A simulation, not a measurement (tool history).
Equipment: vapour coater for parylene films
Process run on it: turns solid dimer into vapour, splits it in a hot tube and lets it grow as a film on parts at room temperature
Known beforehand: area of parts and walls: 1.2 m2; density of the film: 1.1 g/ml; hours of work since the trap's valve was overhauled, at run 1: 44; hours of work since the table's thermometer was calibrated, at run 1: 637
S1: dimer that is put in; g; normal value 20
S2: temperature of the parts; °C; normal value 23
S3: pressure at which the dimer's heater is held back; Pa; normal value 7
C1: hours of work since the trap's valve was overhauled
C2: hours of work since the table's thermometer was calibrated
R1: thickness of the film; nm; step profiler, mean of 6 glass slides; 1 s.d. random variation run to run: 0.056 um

run	hour	S1	S2	S3	C1	C2	R1
1	0	20	23	7	44	637	7950
2	50.8	20	23	2.3	89	681	10380
3	98.3	20	27	7	130	722	7040
4	166.1	20	27	7	189	782	7060
5	207.8	20	27	7	225	818	7060
# hour 228.6: table's thermometer calibrated
6	273.8	20	23	10.21	282	39	7310
7	329.1	13	23	7	330	88	5230
8	368.7	20	23	7	365	122	7840
9	409.1	20	23	2.54	400	157	9900
10	472.1	20	23	2.54	455	212	10100
# hour 477.9: table's thermometer calibrated, once more
11	511.3	20	23	2.54	488	29	9600
12	547.1	20	23	2.54	520	60	9640
13	603.5	20	23	2.54	569	110	9680
14	656.2	20	23	7	615	155	7500
# hour 664.4: trap's valve overhauled
15	704.8	20	23	3.57	35	194	9230
16	753.9	20	23	3.57	78	237	9110
17	814.9	20	23	7	131	290	7850
18	875.5	8	23	7	184	343	3160
19	909.8	20	23	7	214	373	7890
20	964.3	20	23	7	262	421	7870
21	1024.5	20	23	7	314	473	7780
22	1065.5	20	23	2.24	350	509	10040
23	1125.2	20	23	2.24	402	561	9980
24	1153.7	20	23	2.24	427	586	10130
25	1214.7	20	23	2.24	480	639	10040
26	1261.2	35	23	9.94	521	680	12270
27	1288.6	35	23	9.94	545	704	12160
28	1353.9	20	26	7	601	761	6950
# hour 1379.4: trap's valve overhauled
29	1391	20	26	7	10	789	7310
30	1432.6	20	26	7	46	826	7220
# hour 1443.7: table's thermometer calibrated
31	1473.8	9	23	3.16	81	26	4220
32	1537.9	9	23	3.16	137	82	4230
33	1586.4	30	23	2.54	180	124	14770
34	1629.1	30	23	2.54	217	162	14700
35	1688.3	13	22	6.91	269	213	5130
36	1744.4	13	22	6.91	317	262	5200
37	1786.4	32	32	7	354	299	9320
38	1820.8	26	23	6.64	384	329	10070
39	1865.7	13	24	7	423	368	4810

What does the tool deliver on the next run?
40	1910.8	12	22	9.43	463	407	?

{"run 40": {"R1": 4410}}
Without the tool's hidden state the same run would have given R1 4560 nm.
